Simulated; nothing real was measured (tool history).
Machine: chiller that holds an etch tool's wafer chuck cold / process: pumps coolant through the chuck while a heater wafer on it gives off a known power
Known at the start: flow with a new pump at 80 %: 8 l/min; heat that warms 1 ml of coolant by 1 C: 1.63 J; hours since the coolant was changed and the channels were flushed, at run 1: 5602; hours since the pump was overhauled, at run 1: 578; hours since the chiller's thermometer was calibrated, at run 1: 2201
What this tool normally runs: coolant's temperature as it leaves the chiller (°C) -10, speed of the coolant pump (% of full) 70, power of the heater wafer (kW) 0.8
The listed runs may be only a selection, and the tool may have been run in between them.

| run | day | coolant's temperature as it leaves the chiller (°C) | speed of the coolant pump (% of full) | power of the heater wafer (kW) | hours since the coolant was changed and the channels were flushed | hours since the pump was overhauled | hours since the chiller's thermometer was calibrated | chuck's temperature once it has settled (°C) | how much warmer the coolant comes back (C) |
|---|---|---|---|---|---|---|---|---|---|
| 1 | 0 | -10 | 70 | 0.8 | 5602 | 578 | 2201 | -1.09 | 4.16 |
| 2 | 1.121 | -10 | 70 | 0.778 | 5629 | 605 | 2228 | -1.37 | 4.08 |
| 3 | 2.488 | -10 | 70 | 0.778 | 5661 | 638 | 2261 | -1.4 | 4.06 |
| 4 | 3.858 | -10 | 70 | 0.778 | 5694 | 670 | 2294 | -1.33 | 4.05 |
| 5 | 5.233 | -12 | 70 | 0.8 | 5727 | 703 | 2327 | -3.11 | 4.11 |
| 6 | 6.475 | -19 | 70 | 0.8 | 5757 | 733 | 2357 | -10.13 | 4.17 |
| 7 | 7.667 | -19 | 70 | 0.8 | 5786 | 762 | 2385 | -10.07 | 4.21 |
| 8 | 8.608 | -19 | 70 | 0.8 | 5808 | 784 | 2408 | -10.02 | 4.15 |
| 9 | 9.371 | -19 | 81 | 0.8 | 5827 | 803 | 2426 | -10.98 | 3.63 |
| 10 | 10 | -19 | 81 | 0.8 | 5842 | 818 | 2441 | -11.07 | 3.6 |
| 11 | 11.3 | -19 | 81 | 0.8 | 5873 | 849 | 2473 | -11.03 | 3.62 |
| 12 | 12.029 | -10 | 70 | 0.8 | 5890 | 866 | 2490 | -1.12 | 4.17 |
|  | 12.188 | chiller's thermometer calibrated |
| 13 | 13.129 | -10 | 70 | 0.8 | 5916 | 892 | 23 | -1.14 | 4.19 |
| 14 | 14.308 | -10 | 70 | 0.8 | 5944 | 920 | 51 | -1.16 | 4.18 |
| 15 | 14.942 | -10 | 80 | 0.8 | 5959 | 935 | 66 | -2.02 | 3.67 |
| 16 | 15.696 | -10 | 96 | 0.8 | 5977 | 953 | 84 | -3.17 | 3.04 |
| 17 | 16.321 | -12 | 100 | 0.827 | 5992 | 968 | 99 | -5.15 | 3.07 |
| 18 | 16.929 | -12 | 100 | 0.827 | 6007 | 983 | 114 | -5.04 | 3.06 |
| 19 | 18.162 | -12 | 100 | 0.827 | 6037 | 1013 | 143 | -5.1 | 3.02 |
| 20 | 19.167 | -12 | 93 | 0.62 | 6061 | 1037 | 167 | -6.59 | 2.45 |
|  | 20.604 | chiller's thermometer calibrated, once more |
| 21 | 20.617 | -16 | 74 | 0.565 | 6094 | 1071 | 0 | -9.84 | 2.79 |
| 22 | 21.762 | -16 | 74 | 0.565 | 6122 | 1098 | 28 | -10 | 2.81 |
| 23 | 22.629 | -19 | 66 | 0.788 | 6143 | 1119 | 49 | -9.68 | 4.4 |
| 24 | 23.917 | -18 | 100 | 0.788 | 6174 | 1150 | 80 | -11.32 | 2.92 |
| 25 | 24.954 | -18 | 100 | 0.788 | 6199 | 1175 | 104 | -11.15 | 2.91 |
| 26 | 25.817 | -10 | 70 | 0.5 | 6219 | 1195 | 125 | -4.28 | 2.62 |
| 27 | 26.888 | -10 | 70 | 0.42 | 6245 | 1221 | 151 | -5.31 | 2.17 |
| 28 | 27.662 | -17 | 70 | 0.42 | 6264 | 1240 | 169 | -12.23 | 2.21 |
| 29 | 28.546 | -17 | 70 | 0.42 | 6285 | 1261 | 191 | -12.19 | 2.2 |
| 30 | 29.988 | -10 | 69 | 0.803 | 6319 | 1296 | 225 | -0.87 | 4.2 |
| 31 | 30.85 | -17 | 69 | 0.493 | 6340 | 1316 | 246 | -11.29 | 2.63 |
| 32 | 32.154 | -10 | 64 | 0.8 | 6371 | 1347 | 277 | -0.25 | 4.54 |

Branching from run 32: 4 alternative next runs. What would each branch give?
| A | 33.488 | -9 | 75 | 0.857 | 6403 | 1380 | 309 | ? | ? |
| B | 33.488 | -3 | 82 | 0.682 | 6403 | 1380 | 309 | ? | ? |
| C | 33.488 | -9 | 64 | 0.8 | 6403 | 1380 | 309 | ? | ? |
| D | 33.488 | -2 | 61 | 0.705 | 6403 | 1380 | 309 | ? | ? |

| run | chuck's temperature once it has settled (°C) | how much warmer the coolant comes back (C) |
|---|---|---|
| A | 0.19 | 4.22 |
| B | 3.86 | 3.08 |
| C | 0.72 | 4.6 |
| D | 6.87 | 4.23 |
The same runs, with their run-to-run variation unchanged, on a tool lacking any hidden condition would have given:
| run | chuck's temperature once it has settled (°C) | how much warmer the coolant comes back (C) |
|---|---|---|
| A | -0.3 | 4.22 |
| B | 3.51 | 3.07 |
| C | 0.21 | 4.59 |
| D | 6.41 | 4.22 |
